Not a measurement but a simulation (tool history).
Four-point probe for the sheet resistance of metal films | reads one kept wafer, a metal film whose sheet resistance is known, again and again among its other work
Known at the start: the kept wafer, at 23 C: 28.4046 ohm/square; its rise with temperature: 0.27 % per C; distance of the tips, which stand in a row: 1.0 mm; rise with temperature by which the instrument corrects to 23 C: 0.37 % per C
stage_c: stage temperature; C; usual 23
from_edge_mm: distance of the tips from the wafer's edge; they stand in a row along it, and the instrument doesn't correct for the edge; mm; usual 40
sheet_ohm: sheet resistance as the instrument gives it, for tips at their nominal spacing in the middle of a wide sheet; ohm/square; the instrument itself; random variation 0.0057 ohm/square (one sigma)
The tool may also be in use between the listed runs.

run	hour	stage_c	from_edge_mm	sheet_ohm
1	0.0	23	40	28.381516
2	39.5	23	40	28.378637
3	105.7	26	40	28.298455
4	161.5	26	40	28.309799
5	212.4	26	40	28.312884
6	252.6	26	40	28.298973
7	317.4	26	40	28.310314
8	380.6	23	40	28.398127
9	419.3	23	11	28.508557
10	479.0	23	11	28.523985
11	524.4	23	44	28.406037
12	577.1	23	40	28.409650
13	641.8	23	4	29.323472
14	685.5	26	40	28.312343
15	717.2	26	40	28.331035
# hour 720.6: stage's thermometer calibrated
16	754.1	26	40	28.323124
17	803.7	22	40	28.441768
# hour 830.4: stage's thermometer calibrated, once more
18	840.3	23	4	29.317212
19	885.7	24	4	29.285269
20	925.8	24	4	29.282191
21	954.0	24	4	29.293296
22	1006.0	24	4	29.294790
23	1051.1	24	4	29.289149
24	1100.5	24	4	29.285664
25	1133.7	24	4	29.301984
26	1185.6	24	4	29.304979
27	1235.7	24	31	28.391526
28	1275.3	34	4	29.008557
29	1303.6	34	4	29.005202
30	1361.8	32	18	28.204287
31	1411.5	28	8	28.502219
32	1464.0	28	8	28.507751
33	1504.4	19	3	30.146788
34	1535.5	28	30	28.286233
35	1575.6	28	30	28.292192
36	1634.6	28	30	28.293630
37	1673.9	29	40	28.259695
38	1722.0	29	40	28.260088
39	1778.7	19	61	28.567845
40	1814.9	30	24	28.264235
41	1882.9	29	21	28.295732
42	1947.7	29	21	28.300314
43	1999.3	24	7	28.730892
44	2048.6	28	40	28.301241

5 ways to go on from here, each from the tool as it stands after run 44. What would each give?
A	2080.1	20	33	?
B	2080.1	32	5	?
C	2080.1	22	17	?
D	2080.1	33	12	?
E	2080.1	33	60	?

run	sheet_ohm
A	28.554263
B	28.774241
C	28.527415
D	28.260261
E	28.165220
Without the tool's hidden state the same runs would have given:
run	sheet_ohm
A	28.510864
B	28.730690
C	28.484081
D	28.217443
E	28.122535
